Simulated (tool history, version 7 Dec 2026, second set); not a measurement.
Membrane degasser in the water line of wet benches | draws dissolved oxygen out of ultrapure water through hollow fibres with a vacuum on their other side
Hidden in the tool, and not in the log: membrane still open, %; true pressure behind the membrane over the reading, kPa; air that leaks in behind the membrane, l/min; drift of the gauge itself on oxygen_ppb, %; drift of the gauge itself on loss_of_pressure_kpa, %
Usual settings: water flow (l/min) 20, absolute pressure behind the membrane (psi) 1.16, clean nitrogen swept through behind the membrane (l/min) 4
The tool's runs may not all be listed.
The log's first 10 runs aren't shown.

run    hour  water flow (l/min)  absolute pressure behind the membrane (psi)  clean nitrogen swept through behind the membrane (l/min)  hours since the membrane was changed  hours since the vacuum gauge was calibrated  hours since the vacuum lines were made tight  dissolved oxygen in the water behind the degasser (ppb)  pressure that the water loses in the fibres (psi)
 11   879.8                  19                                         1.16                                                       2.1                                  5771                                         7792                                          1444                                                    140.4                                              5.105
      894.1  -- vacuum gauge calibrated
 12   942.9                  19                                         1.16                                                       2.1                                  5834                                           49                                          1506                                                    138.7                                              5.098
 13  1042.6                  20                                         1.16                                                         4                                  5934                                          148                                          1606                                                      101                                              5.363
 14    1157                  20                                         1.16                                                         4                                  6048                                          263                                          1720                                                    101.3                                              5.417
 15  1246.4                  20                                         1.16                                                         4                                  6137                                          352                                          1810                                                    103.3                                              5.384
 16    1364                  20                                         1.16                                                         4                                  6255                                          470                                          1927                                                    101.3                                               5.42
 17  1446.4                  20                                         1.16                                                         4                                  6337                                          552                                          2010                                                    101.8                                              5.391
 18  1520.2                  13                                        1.413                                                         4                                  6411                                          626                                          2084                                                       65                                              3.478
 19  1609.7                  13                                        1.413                                                         4                                  6501                                          716                                          2173                                                     66.2                                              3.559
 20  1711.3                  13                                        1.413                                                         4                                  6602                                          817                                          2275                                                       65                                              3.522
 21  1834.6                  13                                        1.442                                                      3.44                                  6726                                          940                                          2398                                                     77.8                                              3.527
 22  1943.9                  13                                        1.442                                                      3.44                                  6835                                         1050                                          2507                                                     76.5                                              3.491
 23  2025.2                  15                                        2.731                                                      3.54                                  6916                                         1131                                          2589                                                      184                                               4.02
 24  2131.9                  15                                        2.731                                                      5.18                                  7023                                         1238                                          2695                                                      133                                              4.026
 25  2237.2                  15                                        2.731                                                      5.18                                  7128                                         1343                                          2801                                                    133.3                                              4.018
 26  2292.5                  15                                        2.731                                                      5.18                                  7184                                         1398                                          2856                                                    134.1                                              4.123
 27    2399                  22                                        2.798                                                      4.82                                  7290                                         1505                                          2962                                                    233.2                                              5.962
 28  2459.1                  13                                        2.733                                                      4.82                                  7350                                         1565                                          3022                                                      118                                              3.552
 29  2562.6                  13                                        2.733                                                      4.82                                  7454                                         1668                                          3126                                                    120.7                                              3.484
 30  2638.9                  22                                        2.757                                                         4                                  7530                                         1745                                          3202                                                    265.8                                              6.003
 31  2741.9                  22                                        2.757                                                         4                                  7633                                         1848                                          3305                                                    261.9                                              5.986

3 ways to go on from here, each from the tool as it stands after run 31. What would each give?
  A  2817.8                  26                                        1.395                                                         4                                  7709                                         1924                                          3381                                                        ?                                                  ?
  B  2817.8                  17                                         1.16                                                         4                                  7709                                         1924                                          3381                                                        ?                                                  ?
  C  2817.8                  19                                         1.16                                                         4                                  7709                                         1924                                          3381                                                        ?                                                  ?

run  dissolved oxygen in the water behind the degasser (ppb)  pressure that the water loses in the fibres (psi)
  A                                                    184.7                                              7.047
  B                                                     81.8                                              4.625
  C                                                     97.9                                              5.166
Without the tool's hidden state the same runs would have given:
run  dissolved oxygen in the water behind the degasser (ppb)  pressure that the water loses in the fibres (psi)
  A                                                    164.6                                              6.692
  B                                                     72.5                                              4.393
  C                                                     86.4                                              4.907
